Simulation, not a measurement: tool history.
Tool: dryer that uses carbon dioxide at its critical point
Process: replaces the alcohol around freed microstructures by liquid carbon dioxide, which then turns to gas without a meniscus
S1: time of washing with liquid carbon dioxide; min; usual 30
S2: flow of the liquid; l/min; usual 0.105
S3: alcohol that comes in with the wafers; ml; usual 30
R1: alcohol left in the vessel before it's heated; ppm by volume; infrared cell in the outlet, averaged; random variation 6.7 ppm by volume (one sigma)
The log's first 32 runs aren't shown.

run 33 day=50.971 | S1=34 S2=0.105 S3=26 | R1=240
run 34 day=52.675 | S1=37 S2=0.076 S3=48 | R1=1259
run 35 day=54.246 | S1=30 S2=0.106 S3=21 | R1=363
run 36 day=56.067 | S1=21 S2=0.114 S3=21 | R1=1103
run 37 day=57.408 | S1=21 S2=0.114 S3=21 | R1=1137
run 38 day=59.45 | S1=36 S2=0.162 S3=20 | R1=79
run 39 day=61.183 | S1=36 S2=0.164 S3=47 | R1=93
run 40 day=62.212 | S1=36 S2=0.164 S3=47 | R1=96
run 41 day=63.338 | S1=39 S2=0.107 S3=30 | R1=202
-- day=64.279 inlet filter changed
run 42 day=64.454 | S1=28 S2=0.107 S3=30 | R1=448
run 43 day=66.067 | S1=28 S2=0.107 S3=30 | R1=485
run 44 day=67.575 | S1=28 S2=0.136 S3=48 | R1=242
run 45 day=69.571 | S1=31 S2=0.136 S3=97 | R1=273
run 46 day=70.679 | S1=22 S2=0.105 S3=23 | R1=1121
-- day=71.246 purifier's bed changed
run 47 day=72.858 | S1=27 S2=0.094 S3=24 | R1=837

3 ways to go on from here, each from the tool as it stands after run 47. What would each give?
run A day=74.792 | S1=30 S2=0.105 S3=79 | R1=?
run B day=74.792 | S1=23 S2=0.105 S3=30 | R1=?
run C day=74.792 | S1=29 S2=0.118 S3=24 | R1=?

run=A R1=1085
run=B R1=1320
run=C R1=212
Without the tool's hidden state the same runs would have given:
run=A R1=769
run=B R1=1012
run=C R1=142
